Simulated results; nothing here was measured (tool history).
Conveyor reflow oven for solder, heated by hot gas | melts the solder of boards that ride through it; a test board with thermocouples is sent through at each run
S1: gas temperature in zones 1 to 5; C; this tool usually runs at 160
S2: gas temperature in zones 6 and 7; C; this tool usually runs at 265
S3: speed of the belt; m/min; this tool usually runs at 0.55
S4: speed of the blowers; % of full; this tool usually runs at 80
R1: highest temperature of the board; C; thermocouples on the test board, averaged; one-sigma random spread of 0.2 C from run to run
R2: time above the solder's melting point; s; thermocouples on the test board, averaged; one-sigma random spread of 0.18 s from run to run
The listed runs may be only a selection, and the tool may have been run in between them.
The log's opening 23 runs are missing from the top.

run,hour,S1,S2,S3,S4,R1,R2
24,770.1,152,265,0.55,66,240.1,39.3
25,789.9,152,254,0.55,67,231.2,28.5
# hour 796.1: thermocouples of zones 6 and 7 changed
# hour 823.1: flux residue cleaned out of gas plates and filters
26,827.6,152,254,0.55,67,234.9,34.1
27,853.4,160,265,0.55,58,242.9,43.8
28,873.3,162,263,0.55,58,241.7,43.2
29,896,162,263,0.55,58,241.6,43.1
30,933.6,162,263,0.55,58,241.7,43
31,966.1,161,257,0.55,63,237.5,39.1

3 options for the next run, each taken on its own from the tool as it stands now. Forecast them:
A,1008.4,160,259,0.486,78,?,?
B,1008.4,161,272,0.55,63,?,?
C,1008.4,161,263,0.46,75,?,?

run,R1,R2
A,246,56.5
B,250.2,50.7
C,251.1,64.8
The same runs, with their run-to-run variation unchanged, on a tool lacking any hidden condition would have given:
run,R1,R2
A,247.1,57.4
B,251.4,51.4
C,252.1,65.4

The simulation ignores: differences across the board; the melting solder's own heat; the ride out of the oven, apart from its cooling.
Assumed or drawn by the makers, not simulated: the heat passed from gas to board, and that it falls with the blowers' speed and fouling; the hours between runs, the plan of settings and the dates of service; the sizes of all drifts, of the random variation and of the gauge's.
